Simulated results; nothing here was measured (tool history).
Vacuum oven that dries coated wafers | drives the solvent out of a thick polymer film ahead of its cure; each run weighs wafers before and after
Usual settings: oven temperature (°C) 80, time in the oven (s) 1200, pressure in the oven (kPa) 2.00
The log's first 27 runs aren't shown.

run    hour  oven temperature (°C)  time in the oven (s)  pressure in the oven (kPa)  hours of work since the thermocouples were calibrated  hours of work since the vacuum gauge was cleaned of residue  solvent left in the film (%)
 28  1472.1                     92                   780                        5.67                                                    725                                                         1631                          3.54
 29  1518.3                     70                   780                        4.81                                                    748                                                         1654                          8.15
 30  1582.8                     75                  2100                        1.33                                                    779                                                         1686                          2.24
 31  1648.3                     82                  1200                        5.19                                                    812                                                         1718                          4.63
 32  1679.2                     77                   840                        5.22                                                    827                                                         1733                          6.40
 33  1751.5                     77                   840                        5.22                                                    862                                                         1769                          6.47
 34  1805.3                     80                  1140                        2.00                                                    889                                                         1795                          2.84
 35  1863.6                     69                  1740                        2.00                                                    918                                                         1824                          4.10
 36  1904.3                     75                   840                        2.00                                                    938                                                         1844                          4.30
 37  1941.9                     87                   660                        1.42                                                    956                                                         1863                          2.47
 38  1975.7                     77                   660                        1.21                                                    973                                                         1879                          4.09
 39  2024.8                     77                   660                        1.21                                                    997                                                         1903                          3.93
 40  2086.1                     74                  1200                        2.00                                                   1027                                                         1934                          3.76
 41  2130.0                     74                  1200                        2.00                                                   1049                                                         1955                          3.76
 42  2175.0                     66                  1080                        2.77                                                   1071                                                         1977                          6.69
 43  2249.8                     66                  1620                        2.77                                                   1108                                                         2014                          5.95
 44  2313.5                     66                  1620                        2.77                                                   1139                                                         2046                          5.82
 45  2353.8                     87                   840                        5.92                                                   1159                                                         2065                          4.51
 46  2408.3                     87                   840                        5.92                                                   1186                                                         2092                          4.42

Forecast each of these 5 alternatives for the next run:
  A  2446.3                     89                   840                        1.46                                                   1205                                                         2111                             ?
  B  2446.3                     87                   720                        1.98                                                   1205                                                         2111                             ?
  C  2446.3                     87                   780                        1.48                                                   1205                                                         2111                             ?
  D  2446.3                     87                  1260                        5.92                                                   1205                                                         2111                             ?
  E  2446.3                     66                  1200                        3.26                                                   1205                                                         2111                             ?

run  solvent left in the film (%)
  A                          1.75
  B                          2.54
  C                          2.09
  D                          4.15
  E                          7.07
Without the tool's hidden state the same runs would have given:
run  solvent left in the film (%)
  A                          1.44
  B                          2.29
  C                          1.80
  D                          3.92
  E                          6.53

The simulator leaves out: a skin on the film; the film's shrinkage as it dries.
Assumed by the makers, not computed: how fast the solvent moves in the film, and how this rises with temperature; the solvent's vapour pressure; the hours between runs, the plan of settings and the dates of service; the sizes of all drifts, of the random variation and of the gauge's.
